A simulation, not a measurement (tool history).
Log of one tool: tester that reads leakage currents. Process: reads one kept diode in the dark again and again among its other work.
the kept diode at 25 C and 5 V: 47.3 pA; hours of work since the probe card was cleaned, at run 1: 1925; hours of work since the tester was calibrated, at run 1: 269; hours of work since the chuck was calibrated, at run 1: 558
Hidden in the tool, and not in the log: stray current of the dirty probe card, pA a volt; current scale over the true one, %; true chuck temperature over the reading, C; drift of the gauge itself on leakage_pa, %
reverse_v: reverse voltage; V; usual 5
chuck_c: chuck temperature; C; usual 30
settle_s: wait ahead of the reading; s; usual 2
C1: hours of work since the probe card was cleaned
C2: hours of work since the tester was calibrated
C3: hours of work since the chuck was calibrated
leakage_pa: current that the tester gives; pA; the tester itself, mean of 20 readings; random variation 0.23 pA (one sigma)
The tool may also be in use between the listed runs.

{"run": 1, "hour": 0.0, "reverse_v": 5, "chuck_c": 30, "settle_s": 2, "C1": 1925, "C2": 269, "C3": 558, "leakage_pa": 90.52}
{"run": 2, "hour": 53.5, "reverse_v": 5, "chuck_c": 30, "settle_s": 2, "C1": 1957, "C2": 301, "C3": 590, "leakage_pa": 91.58}
{"run": 3, "hour": 101.7, "reverse_v": 5, "chuck_c": 30, "settle_s": 2, "C1": 1986, "C2": 330, "C3": 619, "leakage_pa": 91.56}
{"run": 4, "hour": 165.7, "reverse_v": 5, "chuck_c": 30, "settle_s": 2, "C1": 2025, "C2": 368, "C3": 658, "leakage_pa": 92.67}
{"hour": 180.2, "done": "chuck's temperature calibrated"}
{"run": 5, "hour": 240.5, "reverse_v": 8.18, "chuck_c": 30, "settle_s": 2, "C1": 2068, "C2": 412, "C3": 36, "leakage_pa": 102.12}
{"run": 6, "hour": 330.6, "reverse_v": 12.31, "chuck_c": 30, "settle_s": 2, "C1": 2122, "C2": 466, "C3": 90, "leakage_pa": 125.32}
{"run": 7, "hour": 419.8, "reverse_v": 5, "chuck_c": 30, "settle_s": 2, "C1": 2176, "C2": 520, "C3": 144, "leakage_pa": 85.67}
{"run": 8, "hour": 508.6, "reverse_v": 5, "chuck_c": 30, "settle_s": 2, "C1": 2229, "C2": 573, "C3": 197, "leakage_pa": 86.79}
{"run": 9, "hour": 599.4, "reverse_v": 5, "chuck_c": 30, "settle_s": 2, "C1": 2284, "C2": 627, "C3": 252, "leakage_pa": 87.11}
{"run": 10, "hour": 691.0, "reverse_v": 5, "chuck_c": 30, "settle_s": 2, "C1": 2339, "C2": 683, "C3": 307, "leakage_pa": 88.99}
{"run": 11, "hour": 797.4, "reverse_v": 5, "chuck_c": 30, "settle_s": 2, "C1": 2403, "C2": 746, "C3": 371, "leakage_pa": 90.13}
{"run": 12, "hour": 866.0, "reverse_v": 5, "chuck_c": 24, "settle_s": 2, "C1": 2444, "C2": 788, "C3": 412, "leakage_pa": 56.02}
{"run": 13, "hour": 950.3, "reverse_v": 5, "chuck_c": 30, "settle_s": 2, "C1": 2495, "C2": 838, "C3": 463, "leakage_pa": 92.39}
{"run": 14, "hour": 1035.5, "reverse_v": 5, "chuck_c": 30, "settle_s": 2, "C1": 2546, "C2": 890, "C3": 514, "leakage_pa": 93.44}
{"run": 15, "hour": 1118.5, "reverse_v": 5, "chuck_c": 30, "settle_s": 2, "C1": 2596, "C2": 939, "C3": 564, "leakage_pa": 93.99}
{"run": 16, "hour": 1215.7, "reverse_v": 5, "chuck_c": 30, "settle_s": 2, "C1": 2654, "C2": 998, "C3": 622, "leakage_pa": 95.66}
{"hour": 1292.6, "done": "chuck's temperature calibrated"}
{"run": 17, "hour": 1315.7, "reverse_v": 5, "chuck_c": 30, "settle_s": 2.37, "C1": 2713, "C2": 1057, "C3": 14, "leakage_pa": 84.57}
{"hour": 1346.1, "done": "probe card cleaned and baked"}
{"run": 18, "hour": 1374.3, "reverse_v": 5, "chuck_c": 30, "settle_s": 1.03, "C1": 17, "C2": 1090, "C3": 47, "leakage_pa": 77.75}
{"run": 19, "hour": 1429.9, "reverse_v": 5, "chuck_c": 30, "settle_s": 1.03, "C1": 50, "C2": 1123, "C3": 81, "leakage_pa": 78.65}
{"run": 20, "hour": 1528.8, "reverse_v": 5, "chuck_c": 30, "settle_s": 1.03, "C1": 110, "C2": 1183, "C3": 140, "leakage_pa": 80.06}
{"run": 21, "hour": 1596.0, "reverse_v": 5, "chuck_c": 30, "settle_s": 2.06, "C1": 150, "C2": 1223, "C3": 180, "leakage_pa": 80.51}
{"run": 22, "hour": 1673.7, "reverse_v": 5, "chuck_c": 22, "settle_s": 0.66, "C1": 197, "C2": 1270, "C3": 227, "leakage_pa": 40.98}
{"run": 23, "hour": 1751.5, "reverse_v": 17.09, "chuck_c": 31, "settle_s": 4.26, "C1": 244, "C2": 1317, "C3": 274, "leakage_pa": 141.86}
{"run": 24, "hour": 1834.6, "reverse_v": 5, "chuck_c": 23, "settle_s": 2, "C1": 294, "C2": 1367, "C3": 324, "leakage_pa": 44.26}
{"run": 25, "hour": 1892.4, "reverse_v": 5, "chuck_c": 23, "settle_s": 2, "C1": 328, "C2": 1401, "C3": 359, "leakage_pa": 44.79}
{"run": 26, "hour": 1968.8, "reverse_v": 5, "chuck_c": 23, "settle_s": 2, "C1": 374, "C2": 1447, "C3": 404, "leakage_pa": 45.18}
{"run": 27, "hour": 2073.9, "reverse_v": 1.83, "chuck_c": 39, "settle_s": 3.91, "C1": 437, "C2": 1510, "C3": 468, "leakage_pa": 127.73}
{"run": 28, "hour": 2126.7, "reverse_v": 1.83, "chuck_c": 39, "settle_s": 3.91, "C1": 469, "C2": 1542, "C3": 499, "leakage_pa": 128.8}
{"run": 29, "hour": 2191.3, "reverse_v": 1.83, "chuck_c": 39, "settle_s": 3.91, "C1": 508, "C2": 1581, "C3": 538, "leakage_pa": 130.52}
{"run": 30, "hour": 2244.7, "reverse_v": 5, "chuck_c": 40, "settle_s": 0.47, "C1": 540, "C2": 1613, "C3": 570, "leakage_pa": 208.08}
{"run": 31, "hour": 2332.0, "reverse_v": 1.77, "chuck_c": 33, "settle_s": 2, "C1": 592, "C2": 1665, "C3": 623, "leakage_pa": 78.68}
{"run": 32, "hour": 2391.3, "reverse_v": 1.39, "chuck_c": 23, "settle_s": 2.59, "C1": 628, "C2": 1701, "C3": 658, "leakage_pa": 29.64}
{"hour": 2403.3, "done": "chuck's temperature calibrated"}
{"run": 33, "hour": 2445.1, "reverse_v": 6.29, "chuck_c": 23, "settle_s": 0.63, "C1": 659, "C2": 1732, "C3": 25, "leakage_pa": 48.48}
{"run": 34, "hour": 2526.4, "reverse_v": 1.48, "chuck_c": 47, "settle_s": 2, "C1": 708, "C2": 1781, "C3": 74, "leakage_pa": 209.61}
{"run": 35, "hour": 2630.7, "reverse_v": 19.24, "chuck_c": 36, "settle_s": 9.92, "C1": 771, "C2": 1844, "C3": 137, "leakage_pa": 224.32}
{"run": 36, "hour": 2682.5, "reverse_v": 19.24, "chuck_c": 36, "settle_s": 9.92, "C1": 802, "C2": 1875, "C3": 168, "leakage_pa": 225.15}
{"run": 37, "hour": 2726.2, "reverse_v": 19.24, "chuck_c": 36, "settle_s": 9.92, "C1": 828, "C2": 1901, "C3": 194, "leakage_pa": 227.06}
{"run": 38, "hour": 2770.6, "reverse_v": 19.24, "chuck_c": 36, "settle_s": 9.92, "C1": 855, "C2": 1928, "C3": 221, "leakage_pa": 229.81}
{"run": 39, "hour": 2843.1, "reverse_v": 1.51, "chuck_c": 57, "settle_s": 0.68, "C1": 898, "C2": 1971, "C3": 264, "leakage_pa": 482.18}
{"run": 40, "hour": 2946.0, "reverse_v": 1.51, "chuck_c": 57, "settle_s": 0.68, "C1": 960, "C2": 2033, "C3": 326, "leakage_pa": 486.7}

How the hidden state differs across the entries between the runs, from the last listed run before each to the first after it:
Between runs 4 and 5: chuck's temperature calibrated (hour 180.2)
  stray current of the dirty probe card, pA a volt: 1.271 -> 1.294; current scale over the true one, %: -0.2 -> -0.21; true chuck temperature over the reading, C: 1.53 -> 0.15
  measured less the result without the state, leakage_pa: +17.06 -> +11.41 pA
Between runs 16 and 17: chuck's temperature calibrated (hour 1292.6)
  stray current of the dirty probe card, pA a volt: 1.66 -> 1.692; true chuck temperature over the reading, C: 1.66 -> 0.14
  measured less the result without the state, leakage_pa: +19.97 -> +9.03 pA
Between runs 17 and 18: probe card cleaned and baked (hour 1346.1)
  stray current of the dirty probe card, pA a volt: 1.692 -> 0.033; current scale over the true one, %: -0.28 -> -0.29; true chuck temperature over the reading, C: 0.14 -> 0.21
  measured less the result without the state, leakage_pa: +9.03 -> +1.3 pA
Between runs 32 and 33: chuck's temperature calibrated (hour 2403.3)
  stray current of the dirty probe card, pA a volt: 0.406 -> 0.422; true chuck temperature over the reading, C: 1.74 -> 0.03
  measured less the result without the state, leakage_pa: +4.82 -> +2.47 pA
